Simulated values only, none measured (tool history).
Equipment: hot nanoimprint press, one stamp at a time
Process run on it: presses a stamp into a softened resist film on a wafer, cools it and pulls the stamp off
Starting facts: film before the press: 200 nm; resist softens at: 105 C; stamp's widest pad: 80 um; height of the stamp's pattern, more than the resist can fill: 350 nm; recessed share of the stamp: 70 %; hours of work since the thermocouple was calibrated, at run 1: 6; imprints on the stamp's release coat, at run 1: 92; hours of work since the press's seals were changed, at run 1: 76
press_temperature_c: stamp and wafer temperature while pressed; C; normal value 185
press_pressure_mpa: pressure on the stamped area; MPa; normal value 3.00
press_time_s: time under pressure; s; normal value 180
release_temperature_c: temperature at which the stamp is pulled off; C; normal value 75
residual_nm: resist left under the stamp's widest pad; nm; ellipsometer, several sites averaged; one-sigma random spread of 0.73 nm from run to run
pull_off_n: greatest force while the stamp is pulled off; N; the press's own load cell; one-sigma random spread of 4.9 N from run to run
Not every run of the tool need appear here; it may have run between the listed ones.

run	hour	press_temperature_c	press_pressure_mpa	press_time_s	release_temperature_c	hours of work since the thermocouple was calibrated	imprints on the stamp's release coat	hours of work since the press's seals were changed	residual_nm	pull_off_n
1	0.0	185	3.00	180	75	6	92	76	113.8	245
2	7.4	185	3.00	113	75	12	130	81	128.2	241
3	13.2	185	3.00	180	75	17	159	86	115.4	237
4	21.0	185	3.00	180	75	23	199	92	114.6	241
5	27.0	178	3.00	180	75	27	229	97	139.5	254
6	33.5	178	3.00	180	75	33	262	102	140.1	246
7	41.8	178	3.00	180	75	39	304	109	140.1	246
8	51.6	185	3.00	180	75	47	354	117	115.3	252
9	63.8	185	3.00	180	75	57	415	126	115.7	250
10	77.0	185	3.00	180	73	67	482	137	116.2	260
11	82.7	185	3.00	180	73	72	511	142	115.6	266
12	88.5	185	3.00	180	73	77	540	146	117.5	262
13	99.9	185	3.00	180	73	86	599	155	117.3	272
14	108.9	185	3.00	180	73	93	644	162	115.5	258
15	114.9	174	3.00	180	75	98	674	167	153.0	263
16	123.8	174	3.00	180	75	105	719	174	154.4	261
# hour 127.6: plate thermocouple calibrated
17	138.8	174	3.00	180	75	9	780	184	156.4	257
18	150.9	185	3.00	180	61	19	841	193	117.5	311
19	157.3	185	3.00	180	61	24	874	199	117.9	307
20	169.3	185	1.89	329	61	33	934	208	121.8	310
21	178.5	188	3.15	102	79	41	981	215	122.8	262
# hour 183.4: plate thermocouple calibrated, once more
22	190.8	185	4.20	164	74	6	1028	223	100.7	268
23	201.1	178	3.68	199	75	14	1080	231	125.0	278
24	208.4	178	2.07	130	75	20	1117	237	166.2	280
25	220.3	196	1.87	204	68	29	1178	246	104.2	311
# hour 228.6: stamp cleaned and given a new release coat
26	235.5	196	1.87	204	68	37	35	254	104.6	269
27	242.0	196	3.72	204	68	42	68	259	71.3	265
28	248.9	178	3.72	277	68	47	103	264	115.3	263
29	256.7	178	3.72	277	68	54	143	271	115.7	265
30	263.4	192	3.72	165	63	59	176	276	86.4	280

Here are 3 independent what-if runs from the current tool condition. What would each one return?
A	271.7	189	3.00	165	75	66	219	283	?	?
B	271.7	185	2.54	180	75	66	219	283	?	?
C	271.7	190	3.12	91	63	66	219	283	?	?

run	residual_nm	pull_off_n
A	106.7	240
B	125.6	239
C	120.4	281
Take away the tool's hidden state, keep each run's random variation, and the runs would have read:
run	residual_nm	pull_off_n
A	105.6	232
B	124.5	231
C	119.3	272

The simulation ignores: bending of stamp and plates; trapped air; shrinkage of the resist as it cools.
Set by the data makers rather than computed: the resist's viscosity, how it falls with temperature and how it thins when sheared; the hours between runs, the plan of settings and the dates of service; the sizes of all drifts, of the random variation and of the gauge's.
